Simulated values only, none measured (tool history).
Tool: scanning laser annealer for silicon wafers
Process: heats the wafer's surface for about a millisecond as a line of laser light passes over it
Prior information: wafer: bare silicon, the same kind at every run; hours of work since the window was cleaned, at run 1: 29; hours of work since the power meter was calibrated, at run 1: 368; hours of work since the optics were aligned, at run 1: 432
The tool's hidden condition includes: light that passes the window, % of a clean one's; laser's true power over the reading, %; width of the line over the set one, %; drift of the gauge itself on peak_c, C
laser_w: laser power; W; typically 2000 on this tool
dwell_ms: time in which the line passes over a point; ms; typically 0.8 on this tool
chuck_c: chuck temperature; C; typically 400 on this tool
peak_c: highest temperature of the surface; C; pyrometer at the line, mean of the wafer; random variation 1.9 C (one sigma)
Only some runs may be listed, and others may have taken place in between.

| run | hour | laser_w | dwell_ms | chuck_c | hours of work since the window was cleaned | hours of work since the power meter was calibrated | hours of work since the optics were aligned | peak_c |
|---|---|---|---|---|---|---|---|---|
| 1 | 0 | 2000 | 0.8 | 400 | 29 | 368 | 432 | 1223 |
| 2 | 53.2 | 2146 | 0.8 | 400 | 55 | 394 | 458 | 1301 |
| 3 | 98.2 | 2146 | 0.8 | 400 | 78 | 417 | 480 | 1299 |
| 4 | 138.8 | 2146 | 0.8 | 376 | 98 | 437 | 501 | 1272 |
| 5 | 175.9 | 1703 | 0.8 | 400 | 116 | 455 | 519 | 1057 |
| 6 | 214.7 | 1703 | 0.8 | 400 | 136 | 474 | 538 | 1056 |
| 7 | 238.8 | 2000 | 0.8 | 400 | 148 | 486 | 550 | 1211 |
| 8 | 261.1 | 2000 | 0.8 | 400 | 159 | 497 | 561 | 1217 |
| 9 | 305.2 | 2000 | 0.8 | 400 | 181 | 519 | 583 | 1212 |
| 10 | 330 | 1923 | 0.8 | 400 | 193 | 532 | 596 | 1168 |
| 11 | 358.5 | 2000 | 0.8 | 400 | 207 | 546 | 610 | 1212 |
| 12 | 404 | 2000 | 0.8 | 400 | 230 | 568 | 632 | 1204 |
| 13 | 437.2 | 1881 | 0.8 | 400 | 246 | 585 | 649 | 1145 |
| 14 | 466.4 | 1881 | 0.8 | 400 | 261 | 599 | 663 | 1145 |
| 15 | 514.3 | 1881 | 0.8 | 400 | 284 | 623 | 687 | 1140 |
| 16 | 569.3 | 2115 | 0.8 | 400 | 312 | 651 | 714 | 1265 |
|  | 579.1 | optics aligned, line set to its width |
| 17 | 601.6 | 1849 | 0.629 | 400 | 325 | 664 | 11 | 1030 |
| 18 | 650.7 | 1881 | 0.703 | 380 | 350 | 689 | 36 | 1059 |
| 19 | 700.3 | 2060 | 0.641 | 380 | 374 | 713 | 60 | 1111 |
| 20 | 754.4 | 2060 | 0.641 | 380 | 401 | 740 | 87 | 1108 |
|  | 770.3 | optics aligned, line set to its width, once more |
| 21 | 796.2 | 2120 | 0.969 | 385 | 420 | 758 | 13 | 1371 |
| 22 | 844 | 1744 | 0.634 | 421 | 443 | 782 | 37 | 1026 |
| 23 | 870.2 | 2180 | 0.714 | 374 | 456 | 795 | 50 | 1246 |
| 24 | 910.7 | 2180 | 0.714 | 374 | 476 | 815 | 70 | 1246 |
| 25 | 938.5 | 2000 | 0.8 | 374 | 490 | 829 | 84 | 1193 |
| 26 | 978.7 | 2000 | 0.8 | 374 | 510 | 849 | 104 | 1193 |
| 27 | 1002.8 | 2009 | 0.634 | 432 | 522 | 861 | 116 | 1163 |

Run 28, settings as shown, results not yet in. Your forecast:
| 28 | 1040.3 | 1738 | 0.743 | 420 | 541 | 880 | 134 | ? |

{"run 28": {"peak_c": 1073}}
Had the tool carried no hidden state, the very same run would have given peak_c 1094 C.
